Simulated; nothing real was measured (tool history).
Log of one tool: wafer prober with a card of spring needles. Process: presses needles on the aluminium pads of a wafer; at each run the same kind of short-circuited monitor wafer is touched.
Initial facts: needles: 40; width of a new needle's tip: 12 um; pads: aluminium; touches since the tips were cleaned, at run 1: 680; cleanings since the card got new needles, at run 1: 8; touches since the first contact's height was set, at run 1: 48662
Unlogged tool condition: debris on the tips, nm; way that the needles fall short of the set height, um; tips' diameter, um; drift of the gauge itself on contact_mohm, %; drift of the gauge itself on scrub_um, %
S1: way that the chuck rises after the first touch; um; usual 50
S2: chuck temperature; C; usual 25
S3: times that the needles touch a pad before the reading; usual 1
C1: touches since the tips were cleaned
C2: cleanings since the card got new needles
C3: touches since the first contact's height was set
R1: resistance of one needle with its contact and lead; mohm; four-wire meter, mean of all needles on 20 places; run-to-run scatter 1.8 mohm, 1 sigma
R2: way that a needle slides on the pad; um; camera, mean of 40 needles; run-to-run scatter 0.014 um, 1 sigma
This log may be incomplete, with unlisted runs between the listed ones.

run   hour  S1  S2  S3    C1  C2      C3   R1    R2
  1      0  50  25   1   680   8   48662  190  6.15
      10.6  -- tips cleaned on abrasive film
  2   21.2  50  25   1  5124   9   58807  190  6.15
      22.3  -- tips cleaned on abrasive film
      33.7  -- tips cleaned on abrasive film
  3   34.8  50  25   1   509  11   65222  191  6.14
      45.2  -- tips cleaned on abrasive film
  4   54.9  50  25   1  4665  12   74822  188   6.1
      56.9  -- tips cleaned on abrasive film
      69.4  -- tips cleaned on abrasive film
  5   75.9  33  25   1  3133  14   84834  204  4.02
      80.8  -- tips cleaned on abrasive film
      92.8  -- tips cleaned on abrasive film
  6   92.8  33  25   1     0  16   92867  200     4
     105.2  -- tips cleaned on abrasive film
  7  111.5  50  25   1  3013  17  101772  194  6.08
     116.8  -- tips cleaned on abrasive film
  8  124.7  50  25   1  3836  18  108092  190  6.09
     128.9  -- tips cleaned on abrasive film
  9  139.6  50  25   1  5104  19  115162  189  6.04
       141  -- tips cleaned on abrasive film
 10  149.1  50  25   1  3911  20  119714  190  6.05
     153.7  -- tips cleaned on abrasive film
     165.7  -- tips cleaned on abrasive film
 11  166.7  50  25   1   522  22  128066  190  6.02
     177.9  -- tips cleaned on abrasive film
 12  181.2  51  25   1  1598  23  134957  189  6.17
     189.3  -- tips cleaned on abrasive film
 13  190.3  51  25   1   456  24  139272  192  6.14
     201.6  -- tips cleaned on abrasive film
 14  202.3  51  25   1   296  25  144976  188  6.15
     214.8  -- tips cleaned on abrasive film
 15  217.6  54  25   1  1354  26  152305  189   6.5
     226.4  -- tips cleaned on abrasive film
     235.7  -- gauge calibrated
     237.5  -- height of the first contact set anew
     238.7  -- tips cleaned on abrasive film
 16  239.4  50  25   1   322  28     843  191  6.17
     250.2  -- tips cleaned on abrasive film
 17  256.8  50  44   1  3209  29    9175  195  6.13
     261.9  -- tips cleaned on abrasive film
 18  272.6  50  44   1  5172  30   16710  195  6.13
     274.5  -- tips cleaned on abrasive film
     287.3  -- tips cleaned on abrasive film
 19  294.5  50  44   1  3460  32   27134  196  6.12
     299.2  -- tips cleaned on abrasive film
 20  308.7  50  44   1  4536  33   33876  192  6.13
     311.6  -- tips cleaned on abrasive film
 21  320.7  50  83   2  4352  34   39609  202   6.1
     323.8  -- tips cleaned on abrasive film
 22  329.7  56  25   2  2839  35   43876  189   6.8

Estimate the outcome of run 23 from the log above:
     336.7  -- tips cleaned on abrasive film
     348.3  -- tips cleaned on abrasive film
 23   351  56  25   2  1329  37  54023   ?   ?

{"run 23": {"R1": 190, "R2": 6.82}}
The same run, on a tool lacking any hidden state, would have yielded R1 190 mohm, R2 6.9 um.

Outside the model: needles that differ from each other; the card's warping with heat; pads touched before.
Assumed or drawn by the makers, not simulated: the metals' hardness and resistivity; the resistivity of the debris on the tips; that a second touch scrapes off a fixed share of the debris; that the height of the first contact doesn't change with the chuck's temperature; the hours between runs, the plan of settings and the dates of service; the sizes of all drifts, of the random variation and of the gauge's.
